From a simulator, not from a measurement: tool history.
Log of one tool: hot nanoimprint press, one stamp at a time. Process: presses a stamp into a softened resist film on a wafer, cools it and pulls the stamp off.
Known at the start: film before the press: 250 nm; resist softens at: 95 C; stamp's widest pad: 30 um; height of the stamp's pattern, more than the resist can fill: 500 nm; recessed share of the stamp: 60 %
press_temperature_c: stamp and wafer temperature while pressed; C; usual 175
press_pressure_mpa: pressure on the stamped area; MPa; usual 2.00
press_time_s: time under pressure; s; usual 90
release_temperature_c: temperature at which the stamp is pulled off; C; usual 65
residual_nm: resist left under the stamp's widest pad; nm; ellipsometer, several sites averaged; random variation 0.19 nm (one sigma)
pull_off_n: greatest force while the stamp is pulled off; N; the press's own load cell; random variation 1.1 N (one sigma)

{"run": 1, "hour": 0.0, "press_temperature_c": 175, "press_pressure_mpa": 2.0, "press_time_s": 90, "release_temperature_c": 65, "residual_nm": 115.0, "pull_off_n": 142}
{"run": 2, "hour": 6.9, "press_temperature_c": 175, "press_pressure_mpa": 2.0, "press_time_s": 90, "release_temperature_c": 65, "residual_nm": 115.2, "pull_off_n": 147}
{"run": 3, "hour": 11.6, "press_temperature_c": 175, "press_pressure_mpa": 2.0, "press_time_s": 72, "release_temperature_c": 65, "residual_nm": 124.8, "pull_off_n": 142}
{"run": 4, "hour": 18.9, "press_temperature_c": 175, "press_pressure_mpa": 2.0, "press_time_s": 65, "release_temperature_c": 65, "residual_nm": 129.2, "pull_off_n": 144}
{"run": 5, "hour": 26.5, "press_temperature_c": 175, "press_pressure_mpa": 2.0, "press_time_s": 90, "release_temperature_c": 65, "residual_nm": 115.2, "pull_off_n": 145}
{"run": 6, "hour": 31.8, "press_temperature_c": 175, "press_pressure_mpa": 2.0, "press_time_s": 90, "release_temperature_c": 65, "residual_nm": 114.5, "pull_off_n": 145}
{"run": 7, "hour": 39.3, "press_temperature_c": 175, "press_pressure_mpa": 2.0, "press_time_s": 90, "release_temperature_c": 65, "residual_nm": 114.7, "pull_off_n": 145}
{"run": 8, "hour": 44.5, "press_temperature_c": 174, "press_pressure_mpa": 2.0, "press_time_s": 90, "release_temperature_c": 65, "residual_nm": 120.9, "pull_off_n": 143}
{"run": 9, "hour": 49.4, "press_temperature_c": 175, "press_pressure_mpa": 2.0, "press_time_s": 90, "release_temperature_c": 65, "residual_nm": 115.1, "pull_off_n": 145}
{"run": 10, "hour": 54.6, "press_temperature_c": 175, "press_pressure_mpa": 2.0, "press_time_s": 90, "release_temperature_c": 65, "residual_nm": 114.5, "pull_off_n": 145}
{"run": 11, "hour": 61.2, "press_temperature_c": 175, "press_pressure_mpa": 2.0, "press_time_s": 90, "release_temperature_c": 65, "residual_nm": 114.3, "pull_off_n": 142}
{"run": 12, "hour": 65.0, "press_temperature_c": 175, "press_pressure_mpa": 2.0, "press_time_s": 90, "release_temperature_c": 65, "residual_nm": 114.6, "pull_off_n": 144}
{"run": 13, "hour": 72.8, "press_temperature_c": 175, "press_pressure_mpa": 2.0, "press_time_s": 90, "release_temperature_c": 65, "residual_nm": 114.3, "pull_off_n": 146}
{"run": 14, "hour": 77.8, "press_temperature_c": 175, "press_pressure_mpa": 2.0, "press_time_s": 90, "release_temperature_c": 65, "residual_nm": 114.6, "pull_off_n": 144}
{"run": 15, "hour": 83.2, "press_temperature_c": 175, "press_pressure_mpa": 2.03, "press_time_s": 90, "release_temperature_c": 65, "residual_nm": 114.0, "pull_off_n": 144}
{"run": 16, "hour": 91.0, "press_temperature_c": 168, "press_pressure_mpa": 2.38, "press_time_s": 71, "release_temperature_c": 68, "residual_nm": 158.5, "pull_off_n": 140}
{"run": 17, "hour": 98.1, "press_temperature_c": 175, "press_pressure_mpa": 1.68, "press_time_s": 121, "release_temperature_c": 65, "residual_nm": 110.7, "pull_off_n": 144}
{"run": 18, "hour": 106.5, "press_temperature_c": 175, "press_pressure_mpa": 1.68, "press_time_s": 121, "release_temperature_c": 65, "residual_nm": 110.4, "pull_off_n": 147}
{"run": 19, "hour": 112.1, "press_temperature_c": 175, "press_pressure_mpa": 2.0, "press_time_s": 49, "release_temperature_c": 65, "residual_nm": 141.9, "pull_off_n": 143}
{"run": 20, "hour": 116.3, "press_temperature_c": 175, "press_pressure_mpa": 2.0, "press_time_s": 49, "release_temperature_c": 65, "residual_nm": 141.5, "pull_off_n": 145}
{"run": 21, "hour": 124.2, "press_temperature_c": 183, "press_pressure_mpa": 2.5, "press_time_s": 112, "release_temperature_c": 65, "residual_nm": 62.9, "pull_off_n": 146}
{"run": 22, "hour": 129.5, "press_temperature_c": 183, "press_pressure_mpa": 2.5, "press_time_s": 112, "release_temperature_c": 65, "residual_nm": 62.8, "pull_off_n": 144}
{"run": 23, "hour": 137.7, "press_temperature_c": 180, "press_pressure_mpa": 2.54, "press_time_s": 90, "release_temperature_c": 65, "residual_nm": 79.6, "pull_off_n": 144}
{"run": 24, "hour": 146.4, "press_temperature_c": 183, "press_pressure_mpa": 2.0, "press_time_s": 53, "release_temperature_c": 65, "residual_nm": 96.4, "pull_off_n": 145}
{"run": 25, "hour": 152.4, "press_temperature_c": 183, "press_pressure_mpa": 2.0, "press_time_s": 53, "release_temperature_c": 65, "residual_nm": 96.1, "pull_off_n": 144}
{"run": 26, "hour": 160.2, "press_temperature_c": 170, "press_pressure_mpa": 1.37, "press_time_s": 64, "release_temperature_c": 72, "residual_nm": 179.1, "pull_off_n": 128}
{"run": 27, "hour": 168.3, "press_temperature_c": 167, "press_pressure_mpa": 2.0, "press_time_s": 90, "release_temperature_c": 58, "residual_nm": 162.6, "pull_off_n": 160}
{"run": 28, "hour": 172.6, "press_temperature_c": 167, "press_pressure_mpa": 2.0, "press_time_s": 90, "release_temperature_c": 58, "residual_nm": 162.5, "pull_off_n": 160}
{"run": 29, "hour": 176.4, "press_temperature_c": 167, "press_pressure_mpa": 2.0, "press_time_s": 90, "release_temperature_c": 58, "residual_nm": 162.9, "pull_off_n": 161}
{"run": 30, "hour": 181.9, "press_temperature_c": 175, "press_pressure_mpa": 2.0, "press_time_s": 67, "release_temperature_c": 52, "residual_nm": 127.2, "pull_off_n": 174}

The same runs without the tool's hidden state, with the same run-to-run variation:
The hidden state here: true temperature over the reading, C; pressure that arrives at the usual setting, %; grip of the stamp's worn release coat, % over a new coat's; drift of the gauge itself on residual_nm, %; drift of the gauge itself on pull_off_n, %.
run=1 residual_nm=115.1
run=2 residual_nm=115.3
run=3 residual_nm=125.0
run=4 residual_nm=129.5
run=5 residual_nm=115.5
run=6 residual_nm=114.8
run=7 residual_nm=115.0
run=8 residual_nm=121.3
run=9 residual_nm=115.5
run=10 residual_nm=114.9
run=11 residual_nm=114.8
run=12 residual_nm=115.0
run=13 residual_nm=114.9
run=14 residual_nm=115.1
run=15 residual_nm=114.5
run=16 residual_nm=159.3
run=17 residual_nm=111.3
run=18 residual_nm=111.1
run=19 residual_nm=142.8
run=20 residual_nm=142.4
run=21 residual_nm=63.4
run=22 residual_nm=63.3
run=23 residual_nm=80.2
run=24 residual_nm=97.2
run=25 residual_nm=96.9
run=26 residual_nm=180.5
run=27 residual_nm=164.1
run=28 residual_nm=164.0
run=29 residual_nm=164.4
run=30 residual_nm=128.4
pull_off_n: within 1 N of the measured result in every run.
